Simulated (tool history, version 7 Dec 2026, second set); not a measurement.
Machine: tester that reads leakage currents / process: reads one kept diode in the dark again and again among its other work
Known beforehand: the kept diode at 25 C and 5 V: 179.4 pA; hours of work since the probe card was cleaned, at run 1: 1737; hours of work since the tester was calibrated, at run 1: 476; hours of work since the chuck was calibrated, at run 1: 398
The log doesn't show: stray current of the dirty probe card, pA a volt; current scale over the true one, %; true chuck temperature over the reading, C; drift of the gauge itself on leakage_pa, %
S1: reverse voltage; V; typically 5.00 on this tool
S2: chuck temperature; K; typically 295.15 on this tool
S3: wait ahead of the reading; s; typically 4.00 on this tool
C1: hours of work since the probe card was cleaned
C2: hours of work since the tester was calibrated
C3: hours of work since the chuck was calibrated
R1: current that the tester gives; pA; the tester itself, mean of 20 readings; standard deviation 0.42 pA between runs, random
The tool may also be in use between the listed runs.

run,hour,S1,S2,S3,C1,C2,C3,R1
1,0.0,5.00,295.15,4.00,1737,476,398,143.99
2,26.4,5.00,295.15,4.00,1751,490,411,143.51
3,45.7,5.00,295.15,4.00,1761,500,421,143.76
4,60.8,5.00,295.15,4.00,1768,508,429,143.70
5,83.5,5.00,295.15,4.00,1780,519,441,143.04
6,98.6,5.00,301.15,4.00,1788,527,449,230.23
7,119.3,5.00,301.15,4.00,1799,538,459,230.87
8,135.4,2.57,301.15,4.00,1807,546,468,169.55
9,163.8,2.57,301.15,4.00,1822,561,482,169.32
10,198.8,5.00,295.15,4.00,1840,579,501,142.48
# hour 202.6: chuck's temperature calibrated
11,232.2,1.64,295.15,4.00,1856,595,15,81.41
12,254.9,12.86,328.15,2.29,1868,607,27,2517.20
13,274.5,12.86,328.15,2.29,1878,617,37,2530.94
14,299.7,12.86,328.15,2.29,1891,630,50,2507.73
# hour 315.7: chuck's temperature calibrated, once more
15,328.8,12.86,328.15,2.29,1905,645,7,2742.92
16,360.1,12.86,328.15,2.29,1921,661,23,2709.68
# hour 396.8: probe card cleaned and baked
17,396.9,12.86,296.15,2.29,0,678,41,231.22
18,423.6,5.00,296.15,0.57,14,692,54,152.27
19,441.3,5.00,296.15,0.57,23,701,64,152.72
20,464.5,5.00,317.15,4.00,35,713,76,804.92

3 ways to go on from here, each from the tool as it stands after run 20. What would each give?
A,489.2,5.00,322.15,4.00,48,726,88,?
B,489.2,7.49,296.15,8.56,48,726,88,?
C,489.2,5.00,317.15,4.74,48,726,88,?

run,R1
A,1158.88
B,181.47
C,809.04
The same runs, with their run-to-run variation unchanged, on a tool lacking any hidden condition would have given:
run,R1
A,1160.38
B,181.42
C,810.07

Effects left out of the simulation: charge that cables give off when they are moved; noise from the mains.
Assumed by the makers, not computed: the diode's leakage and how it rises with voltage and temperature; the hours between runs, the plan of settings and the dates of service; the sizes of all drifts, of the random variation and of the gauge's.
